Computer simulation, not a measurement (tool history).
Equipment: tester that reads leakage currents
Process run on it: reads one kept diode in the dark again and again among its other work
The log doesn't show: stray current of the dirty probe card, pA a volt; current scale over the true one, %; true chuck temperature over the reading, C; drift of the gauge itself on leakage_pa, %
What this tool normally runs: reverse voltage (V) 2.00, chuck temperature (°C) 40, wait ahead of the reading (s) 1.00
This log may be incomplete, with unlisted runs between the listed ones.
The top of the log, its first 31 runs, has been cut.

run	hour	reverse voltage (V)	chuck temperature (°C)	wait ahead of the reading (s)	hours of work since the probe card was cleaned	hours of work since the tester was calibrated	hours of work since the chuck was calibrated	current that the tester gives (pA)
32	3559.5	18.18	39	1.76	1033	4917	657	369.16
33	3633.1	1.19	26	1.36	1090	4974	713	30.56
34	3755.4	4.21	40	0.90	1184	5069	808	168.72
35	3910.3	9.66	43	1.00	1304	5189	928	330.09
36	4041.8	9.66	43	1.00	1406	5291	1030	329.82
37	4162.7	2.00	35	0.32	1500	5384	1124	78.85
38	4266.1	2.80	33	8.97	1580	5464	1204	80.46
39	4343.9	4.60	34	1.21	1640	5524	1264	116.93
40	4414.4	10.88	40	4.41	1695	5579	1319	284.95

Each row is a separate what-if for the run after 40, all from the same tool condition, not one after another. Results?
A	4576.7	1.24	40	4.41	1820	5705	1444	?
B	4576.7	8.02	22	0.32	1820	5705	1444	?
C	4576.7	2.80	40	4.41	1820	5705	1444	?

run	current that the tester gives (pA)
A	81.34
B	80.02
C	130.05
With the hidden condition removed and each run's random variation left untouched, the same runs would have given:
run	current that the tester gives (pA)
A	85.04
B	74.00
C	134.80

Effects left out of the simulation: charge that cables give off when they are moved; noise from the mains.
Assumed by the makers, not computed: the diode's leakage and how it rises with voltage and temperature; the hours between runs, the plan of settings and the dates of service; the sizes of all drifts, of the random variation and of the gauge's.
